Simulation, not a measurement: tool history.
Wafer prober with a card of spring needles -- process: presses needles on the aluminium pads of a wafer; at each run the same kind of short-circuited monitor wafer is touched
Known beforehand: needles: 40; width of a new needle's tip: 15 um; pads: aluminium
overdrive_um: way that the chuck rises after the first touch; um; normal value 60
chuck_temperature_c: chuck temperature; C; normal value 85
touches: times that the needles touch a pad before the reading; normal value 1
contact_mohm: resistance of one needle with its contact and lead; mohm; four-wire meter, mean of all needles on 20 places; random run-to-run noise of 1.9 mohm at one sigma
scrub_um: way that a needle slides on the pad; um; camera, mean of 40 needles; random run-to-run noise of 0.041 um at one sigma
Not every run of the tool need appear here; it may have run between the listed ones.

{"run": 1, "day": 0.0, "overdrive_um": 60, "chuck_temperature_c": 85, "touches": 1, "contact_mohm": 197, "scrub_um": 12.96}
{"run": 2, "day": 0.375, "overdrive_um": 60, "chuck_temperature_c": 85, "touches": 1, "contact_mohm": 199, "scrub_um": 13.07}
{"run": 3, "day": 0.554, "overdrive_um": 60, "chuck_temperature_c": 85, "touches": 1, "contact_mohm": 197, "scrub_um": 12.99}
{"day": 0.588, "done": "tips cleaned on abrasive film"}
{"run": 4, "day": 0.854, "overdrive_um": 60, "chuck_temperature_c": 85, "touches": 1, "contact_mohm": 197, "scrub_um": 13.01}
{"day": 0.958, "done": "height of the first contact set anew"}
{"day": 1.192, "done": "tips cleaned on abrasive film"}
{"run": 5, "day": 1.192, "overdrive_um": 60, "chuck_temperature_c": 85, "touches": 1, "contact_mohm": 191, "scrub_um": 13.03}
{"run": 6, "day": 1.454, "overdrive_um": 63, "chuck_temperature_c": 85, "touches": 1, "contact_mohm": 198, "scrub_um": 13.61}
{"run": 7, "day": 1.746, "overdrive_um": 63, "chuck_temperature_c": 85, "touches": 1, "contact_mohm": 195, "scrub_um": 13.61}
{"day": 1.808, "done": "tips cleaned on abrasive film"}
{"run": 8, "day": 2.058, "overdrive_um": 45, "chuck_temperature_c": 85, "touches": 1, "contact_mohm": 200, "scrub_um": 9.79}
{"day": 2.412, "done": "tips cleaned on abrasive film"}
{"run": 9, "day": 2.446, "overdrive_um": 45, "chuck_temperature_c": 85, "touches": 1, "contact_mohm": 200, "scrub_um": 9.71}
{"run": 10, "day": 2.854, "overdrive_um": 45, "chuck_temperature_c": 85, "touches": 1, "contact_mohm": 199, "scrub_um": 9.68}
{"day": 3.025, "done": "tips cleaned on abrasive film"}
{"run": 11, "day": 3.192, "overdrive_um": 60, "chuck_temperature_c": 118, "touches": 1, "contact_mohm": 203, "scrub_um": 12.97}
{"run": 12, "day": 3.521, "overdrive_um": 60, "chuck_temperature_c": 118, "touches": 1, "contact_mohm": 203, "scrub_um": 13.04}
{"day": 3.625, "done": "tips cleaned on abrasive film"}
{"run": 13, "day": 3.712, "overdrive_um": 60, "chuck_temperature_c": 118, "touches": 1, "contact_mohm": 202, "scrub_um": 13.02}
{"run": 14, "day": 4.05, "overdrive_um": 60, "chuck_temperature_c": 82, "touches": 1, "contact_mohm": 194, "scrub_um": 13.01}
{"day": 4.212, "done": "tips cleaned on abrasive film"}
{"run": 15, "day": 4.471, "overdrive_um": 60, "chuck_temperature_c": 85, "touches": 1, "contact_mohm": 196, "scrub_um": 13.04}
{"run": 16, "day": 4.696, "overdrive_um": 60, "chuck_temperature_c": 85, "touches": 1, "contact_mohm": 194, "scrub_um": 12.99}
{"day": 4.792, "done": "tips cleaned on abrasive film"}
{"run": 17, "day": 5.058, "overdrive_um": 60, "chuck_temperature_c": 70, "touches": 1, "contact_mohm": 193, "scrub_um": 13.05}
{"run": 18, "day": 5.325, "overdrive_um": 54, "chuck_temperature_c": 70, "touches": 2, "contact_mohm": 195, "scrub_um": 11.68}
{"day": 5.383, "done": "tips cleaned on abrasive film"}
{"run": 19, "day": 5.571, "overdrive_um": 55, "chuck_temperature_c": 79, "touches": 2, "contact_mohm": 196, "scrub_um": 11.86}
{"run": 20, "day": 5.95, "overdrive_um": 54, "chuck_temperature_c": 79, "touches": 2, "contact_mohm": 195, "scrub_um": 11.75}
{"day": 5.979, "done": "tips cleaned on abrasive film"}
{"run": 21, "day": 6.342, "overdrive_um": 75, "chuck_temperature_c": 85, "touches": 1, "contact_mohm": 189, "scrub_um": 16.28}
{"day": 6.567, "done": "tips cleaned on abrasive film"}
{"run": 22, "day": 6.717, "overdrive_um": 68, "chuck_temperature_c": 113, "touches": 2, "contact_mohm": 202, "scrub_um": 14.72}
{"run": 23, "day": 6.938, "overdrive_um": 57, "chuck_temperature_c": 64, "touches": 2, "contact_mohm": 190, "scrub_um": 12.38}
{"run": 24, "day": 7.121, "overdrive_um": 57, "chuck_temperature_c": 64, "touches": 2, "contact_mohm": 194, "scrub_um": 12.35}
{"day": 7.154, "done": "tips cleaned on abrasive film"}
{"run": 25, "day": 7.408, "overdrive_um": 40, "chuck_temperature_c": 64, "touches": 2, "contact_mohm": 202, "scrub_um": 8.68}
{"day": 7.738, "done": "tips cleaned on abrasive film"}
{"run": 26, "day": 7.762, "overdrive_um": 75, "chuck_temperature_c": 92, "touches": 2, "contact_mohm": 193, "scrub_um": 16.29}
{"run": 27, "day": 8.025, "overdrive_um": 75, "chuck_temperature_c": 92, "touches": 2, "contact_mohm": 194, "scrub_um": 16.22}
{"run": 28, "day": 8.196, "overdrive_um": 75, "chuck_temperature_c": 27, "touches": 2, "contact_mohm": 180, "scrub_um": 16.2}
{"day": 8.333, "done": "tips cleaned on abrasive film"}
{"run": 29, "day": 8.571, "overdrive_um": 58, "chuck_temperature_c": 90, "touches": 1, "contact_mohm": 195, "scrub_um": 12.51}
{"run": 30, "day": 8.817, "overdrive_um": 50, "chuck_temperature_c": 68, "touches": 1, "contact_mohm": 196, "scrub_um": 10.84}
{"day": 8.925, "done": "tips cleaned on abrasive film"}
{"run": 31, "day": 9.071, "overdrive_um": 48, "chuck_temperature_c": 71, "touches": 1, "contact_mohm": 198, "scrub_um": 10.34}
{"run": 32, "day": 9.333, "overdrive_um": 48, "chuck_temperature_c": 62, "touches": 1, "contact_mohm": 195, "scrub_um": 10.38}
{"day": 9.529, "done": "tips cleaned on abrasive film"}
{"run": 33, "day": 9.608, "overdrive_um": 48, "chuck_temperature_c": 62, "touches": 1, "contact_mohm": 196, "scrub_um": 10.33}
{"run": 34, "day": 9.817, "overdrive_um": 48, "chuck_temperature_c": 62, "touches": 1, "contact_mohm": 194, "scrub_um": 10.45}

Branching from run 34: 4 alternative next runs. What would each branch give?
{"run": "A", "day": 10.017, "overdrive_um": 48, "chuck_temperature_c": 84, "touches": 1, "contact_mohm": "?", "scrub_um": "?"}
{"run": "B", "day": 10.017, "overdrive_um": 64, "chuck_temperature_c": 110, "touches": 1, "contact_mohm": "?", "scrub_um": "?"}
{"run": "C", "day": 10.017, "overdrive_um": 60, "chuck_temperature_c": 85, "touches": 2, "contact_mohm": "?", "scrub_um": "?"}
{"run": "D", "day": 10.017, "overdrive_um": 66, "chuck_temperature_c": 119, "touches": 2, "contact_mohm": "?", "scrub_um": "?"}

run=A contact_mohm=201 scrub_um=10.45
run=B contact_mohm=198 scrub_um=13.98
run=C contact_mohm=198 scrub_um=12.96
run=D contact_mohm=199 scrub_um=14.4
Take away the tool's hidden state, keep each run's random variation, and the runs would have read:
run=A contact_mohm=200 scrub_um=10.45
run=B contact_mohm=197 scrub_um=13.98
run=C contact_mohm=197 scrub_um=12.96
run=D contact_mohm=198 scrub_um=14.4
